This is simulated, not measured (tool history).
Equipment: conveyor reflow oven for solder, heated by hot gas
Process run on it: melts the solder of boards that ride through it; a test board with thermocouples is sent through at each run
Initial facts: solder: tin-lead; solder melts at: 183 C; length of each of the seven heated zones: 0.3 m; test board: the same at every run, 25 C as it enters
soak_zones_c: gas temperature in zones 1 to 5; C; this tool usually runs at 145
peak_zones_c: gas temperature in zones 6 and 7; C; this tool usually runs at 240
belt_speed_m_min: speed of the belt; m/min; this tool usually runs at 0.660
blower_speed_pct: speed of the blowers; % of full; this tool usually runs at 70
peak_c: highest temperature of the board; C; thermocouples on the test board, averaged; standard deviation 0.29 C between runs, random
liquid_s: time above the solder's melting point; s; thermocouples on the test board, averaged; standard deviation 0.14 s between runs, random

{"run": 1, "hour": 0.0, "soak_zones_c": 145, "peak_zones_c": 240, "belt_speed_m_min": 0.66, "blower_speed_pct": 70, "peak_c": 219.3, "liquid_s": 44.3}
{"run": 2, "hour": 18.7, "soak_zones_c": 145, "peak_zones_c": 240, "belt_speed_m_min": 0.66, "blower_speed_pct": 70, "peak_c": 219.2, "liquid_s": 44.5}
{"run": 3, "hour": 31.9, "soak_zones_c": 145, "peak_zones_c": 240, "belt_speed_m_min": 0.66, "blower_speed_pct": 70, "peak_c": 219.8, "liquid_s": 44.5}
{"run": 4, "hour": 45.6, "soak_zones_c": 145, "peak_zones_c": 240, "belt_speed_m_min": 0.66, "blower_speed_pct": 70, "peak_c": 219.8, "liquid_s": 44.3}
{"run": 5, "hour": 74.1, "soak_zones_c": 145, "peak_zones_c": 240, "belt_speed_m_min": 0.66, "blower_speed_pct": 70, "peak_c": 219.0, "liquid_s": 44.0}
{"run": 6, "hour": 100.3, "soak_zones_c": 145, "peak_zones_c": 240, "belt_speed_m_min": 0.565, "blower_speed_pct": 70, "peak_c": 224.1, "liquid_s": 55.0}
{"run": 7, "hour": 119.0, "soak_zones_c": 132, "peak_zones_c": 240, "belt_speed_m_min": 0.66, "blower_speed_pct": 70, "peak_c": 216.3, "liquid_s": 39.1}
{"run": 8, "hour": 146.5, "soak_zones_c": 145, "peak_zones_c": 240, "belt_speed_m_min": 0.66, "blower_speed_pct": 51, "peak_c": 213.6, "liquid_s": 40.2}
{"run": 9, "hour": 171.6, "soak_zones_c": 144, "peak_zones_c": 243, "belt_speed_m_min": 0.66, "blower_speed_pct": 51, "peak_c": 216.0, "liquid_s": 41.2}
{"run": 10, "hour": 201.8, "soak_zones_c": 157, "peak_zones_c": 233, "belt_speed_m_min": 0.678, "blower_speed_pct": 58, "peak_c": 212.4, "liquid_s": 41.9}
{"run": 11, "hour": 229.5, "soak_zones_c": 139, "peak_zones_c": 231, "belt_speed_m_min": 0.654, "blower_speed_pct": 81, "peak_c": 212.3, "liquid_s": 38.7}
{"hour": 249.6, "done": "thermocouples of zones 6 and 7 changed"}
{"run": 12, "hour": 262.7, "soak_zones_c": 155, "peak_zones_c": 245, "belt_speed_m_min": 0.788, "blower_speed_pct": 88, "peak_c": 222.3, "liquid_s": 41.5}
{"run": 13, "hour": 287.2, "soak_zones_c": 155, "peak_zones_c": 251, "belt_speed_m_min": 0.553, "blower_speed_pct": 88, "peak_c": 239.6, "liquid_s": 65.8}
{"hour": 298.5, "done": "flux residue cleaned out of gas plates and filters"}
{"run": 14, "hour": 318.6, "soak_zones_c": 155, "peak_zones_c": 251, "belt_speed_m_min": 0.553, "blower_speed_pct": 88, "peak_c": 241.3, "liquid_s": 66.4}
{"run": 15, "hour": 343.1, "soak_zones_c": 145, "peak_zones_c": 249, "belt_speed_m_min": 0.555, "blower_speed_pct": 70, "peak_c": 235.9, "liquid_s": 61.3}
{"run": 16, "hour": 374.3, "soak_zones_c": 145, "peak_zones_c": 249, "belt_speed_m_min": 0.555, "blower_speed_pct": 70, "peak_c": 235.2, "liquid_s": 61.3}

What if the next run were any one of these 5? Each begins from the tool's condition after run 16:
{"run": "A", "hour": 392.9, "soak_zones_c": 157, "peak_zones_c": 247, "belt_speed_m_min": 0.555, "blower_speed_pct": 70, "peak_c": "?", "liquid_s": "?"}
{"run": "B", "hour": 392.9, "soak_zones_c": 134, "peak_zones_c": 240, "belt_speed_m_min": 0.66, "blower_speed_pct": 70, "peak_c": "?", "liquid_s": "?"}
{"run": "C", "hour": 392.9, "soak_zones_c": 133, "peak_zones_c": 248, "belt_speed_m_min": 0.728, "blower_speed_pct": 70, "peak_c": "?", "liquid_s": "?"}
{"run": "D", "hour": 392.9, "soak_zones_c": 145, "peak_zones_c": 241, "belt_speed_m_min": 0.536, "blower_speed_pct": 70, "peak_c": "?", "liquid_s": "?"}
{"run": "E", "hour": 392.9, "soak_zones_c": 152, "peak_zones_c": 240, "belt_speed_m_min": 0.66, "blower_speed_pct": 70, "peak_c": "?", "liquid_s": "?"}

run=A peak_c=235.1 liquid_s=65.0
run=B peak_c=219.8 liquid_s=41.9
run=C peak_c=222.0 liquid_s=38.6
run=D peak_c=229.0 liquid_s=61.0
run=E peak_c=222.8 liquid_s=48.6
What these runs would have given with no unlogged condition in the tool:
run=A peak_c=235.1 liquid_s=63.5
run=B peak_c=219.7 liquid_s=40.9
run=C peak_c=222.0 liquid_s=37.7
run=D peak_c=228.9 liquid_s=59.5
run=E peak_c=222.8 liquid_s=47.4
